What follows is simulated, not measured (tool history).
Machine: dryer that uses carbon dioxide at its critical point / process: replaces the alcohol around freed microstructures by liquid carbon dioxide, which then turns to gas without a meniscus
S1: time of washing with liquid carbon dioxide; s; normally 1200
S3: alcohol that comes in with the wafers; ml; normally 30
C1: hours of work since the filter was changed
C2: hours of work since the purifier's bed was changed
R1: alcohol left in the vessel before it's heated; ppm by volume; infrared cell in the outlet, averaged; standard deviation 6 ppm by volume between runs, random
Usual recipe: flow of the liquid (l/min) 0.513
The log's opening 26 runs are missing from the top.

{"run": 27, "hour": 615.5, "S1": 1320, "flow of the liquid (l/min)": 0.61, "S3": 30, "C1": 350, "C2": 302, "R1": 96}
{"run": 28, "hour": 636.2, "S1": 1140, "flow of the liquid (l/min)": 0.462, "S3": 22, "C1": 358, "C2": 309, "R1": 399}
{"run": 29, "hour": 653.7, "S1": 1140, "flow of the liquid (l/min)": 0.462, "S3": 22, "C1": 364, "C2": 316, "R1": 421}
{"run": 30, "hour": 680.9, "S1": 960, "flow of the liquid (l/min)": 0.513, "S3": 32, "C1": 374, "C2": 325, "R1": 724}
{"run": 31, "hour": 696.3, "S1": 840, "flow of the liquid (l/min)": 0.513, "S3": 81, "C1": 379, "C2": 331, "R1": 2589}
{"run": 32, "hour": 709.1, "S1": 840, "flow of the liquid (l/min)": 0.316, "S3": 81, "C1": 384, "C2": 336, "R1": 7937}
{"run": 33, "hour": 735.1, "S1": 1740, "flow of the liquid (l/min)": 0.513, "S3": 91, "C1": 393, "C2": 345, "R1": 182}
{"run": 34, "hour": 761.6, "S1": 840, "flow of the liquid (l/min)": 0.513, "S3": 104, "C1": 403, "C2": 355, "R1": 3391}
{"run": 35, "hour": 777.8, "S1": 840, "flow of the liquid (l/min)": 0.513, "S3": 104, "C1": 409, "C2": 360, "R1": 3431}
{"run": 36, "hour": 807.9, "S1": 960, "flow of the liquid (l/min)": 0.686, "S3": 30, "C1": 420, "C2": 371, "R1": 255}
{"hour": 830.5, "done": "inlet filter changed"}
{"run": 37, "hour": 839.7, "S1": 960, "flow of the liquid (l/min)": 0.686, "S3": 30, "C1": 3, "C2": 382, "R1": 173}
{"run": 38, "hour": 870.3, "S1": 1320, "flow of the liquid (l/min)": 0.332, "S3": 21, "C1": 14, "C2": 394, "R1": 577}
{"run": 39, "hour": 891.8, "S1": 1320, "flow of the liquid (l/min)": 0.332, "S3": 21, "C1": 22, "C2": 401, "R1": 581}
{"run": 40, "hour": 911.0, "S1": 1320, "flow of the liquid (l/min)": 0.332, "S3": 21, "C1": 29, "C2": 408, "R1": 569}
{"run": 41, "hour": 932.6, "S1": 1320, "flow of the liquid (l/min)": 0.332, "S3": 21, "C1": 37, "C2": 416, "R1": 579}
{"run": 42, "hour": 947.5, "S1": 1680, "flow of the liquid (l/min)": 0.74, "S3": 21, "C1": 42, "C2": 421, "R1": 34}
{"run": 43, "hour": 972.2, "S1": 1680, "flow of the liquid (l/min)": 0.356, "S3": 37, "C1": 51, "C2": 430, "R1": 364}
{"run": 44, "hour": 993.6, "S1": 1200, "flow of the liquid (l/min)": 0.483, "S3": 61, "C1": 59, "C2": 438, "R1": 611}
{"run": 45, "hour": 1024.1, "S1": 1200, "flow of the liquid (l/min)": 0.513, "S3": 30, "C1": 70, "C2": 449, "R1": 246}
{"run": 46, "hour": 1048.3, "S1": 1200, "flow of the liquid (l/min)": 0.513, "S3": 30, "C1": 79, "C2": 458, "R1": 245}

Consider 5 possible next runs. They are alternatives, not a sequence: every one starts from the tool as it was left by run 46. What does each give?
{"run": "A", "hour": 1076.9, "S1": 1260, "flow of the liquid (l/min)": 0.513, "S3": 35, "C1": 89, "C2": 468, "R1": "?"}
{"run": "B", "hour": 1076.9, "S1": 720, "flow of the liquid (l/min)": 0.513, "S3": 30, "C1": 89, "C2": 468, "R1": "?"}
{"run": "C", "hour": 1076.9, "S1": 1320, "flow of the liquid (l/min)": 0.432, "S3": 65, "C1": 89, "C2": 468, "R1": "?"}
{"run": "D", "hour": 1076.9, "S1": 1860, "flow of the liquid (l/min)": 0.513, "S3": 30, "C1": 89, "C2": 468, "R1": "?"}
{"run": "E", "hour": 1076.9, "S1": 960, "flow of the liquid (l/min)": 0.513, "S3": 28, "C1": 89, "C2": 468, "R1": "?"}

run=A R1=237
run=B R1=1253
run=C R1=730
run=D R1=50
run=E R1=520
The same runs, with their run-to-run variation unchanged, on a tool lacking any hidden condition would have given:
run=A R1=197
run=B R1=1171
run=C R1=656
run=D R1=25
run=E R1=466
